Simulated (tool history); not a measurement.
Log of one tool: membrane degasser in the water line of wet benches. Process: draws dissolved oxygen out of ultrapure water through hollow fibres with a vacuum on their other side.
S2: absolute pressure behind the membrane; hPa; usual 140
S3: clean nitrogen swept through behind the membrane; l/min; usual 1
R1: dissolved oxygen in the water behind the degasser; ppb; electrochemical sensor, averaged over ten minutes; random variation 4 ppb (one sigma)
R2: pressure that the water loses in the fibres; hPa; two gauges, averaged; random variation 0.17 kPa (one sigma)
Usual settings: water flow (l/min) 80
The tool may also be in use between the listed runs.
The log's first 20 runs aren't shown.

run 21 hour=1475.7 | water_flow_(l/min)=72 S2=104 S3=0.78 | R1=987.8 R2=242.1
run 22 hour=1576.9 | water_flow_(l/min)=72 S2=104 S3=0.78 | R1=990.3 R2=243.6
run 23 hour=1679 | water_flow_(l/min)=72 S2=104 S3=0.78 | R1=987.7 R2=243
run 24 hour=1743 | water_flow_(l/min)=72 S2=104 S3=0.78 | R1=996.8 R2=244.3
run 25 hour=1851.4 | water_flow_(l/min)=56 S2=140 S3=1.9 | R1=640.5 R2=188.5
run 26 hour=1911 | water_flow_(l/min)=71 S2=106 S3=0.5 | R1=1285.8 R2=239
run 27 hour=2014.6 | water_flow_(l/min)=80 S2=261 S3=1.04 | R1=2363.5 R2=271.9
run 28 hour=2125.8 | water_flow_(l/min)=80 S2=261 S3=1.04 | R1=2367.3 R2=273.3
run 29 hour=2220.2 | water_flow_(l/min)=80 S2=261 S3=0.87 | R1=2615.7 R2=271.2
run 30 hour=2302.2 | water_flow_(l/min)=91 S2=219 S3=2.02 | R1=1438.4 R2=310.2
run 31 hour=2405.5 | water_flow_(l/min)=91 S2=219 S3=2.02 | R1=1432.2 R2=309.1
run 32 hour=2476.9 | water_flow_(l/min)=81 S2=87 S3=0.85 | R1=804.6 R2=276.3

Forecast each of these 3 alternatives for the next run:
run A hour=2550.5 | water_flow_(l/min)=94 S2=204 S3=0.85 | R1=? R2=?
run B hour=2550.5 | water_flow_(l/min)=78 S2=116 S3=0.67 | R1=? R2=?
run C hour=2550.5 | water_flow_(l/min)=71 S2=135 S3=1 | R1=? R2=?

run=A R1=2323 R2=317.8
run=B R1=1308 R2=264.7
run=C R1=1162 R2=240.8
Without the tool's hidden state the same runs would have given:
run=A R1=2305.7 R2=305.5
run=B R1=1285.1 R2=254.5
run=C R1=1143.6 R2=231.6
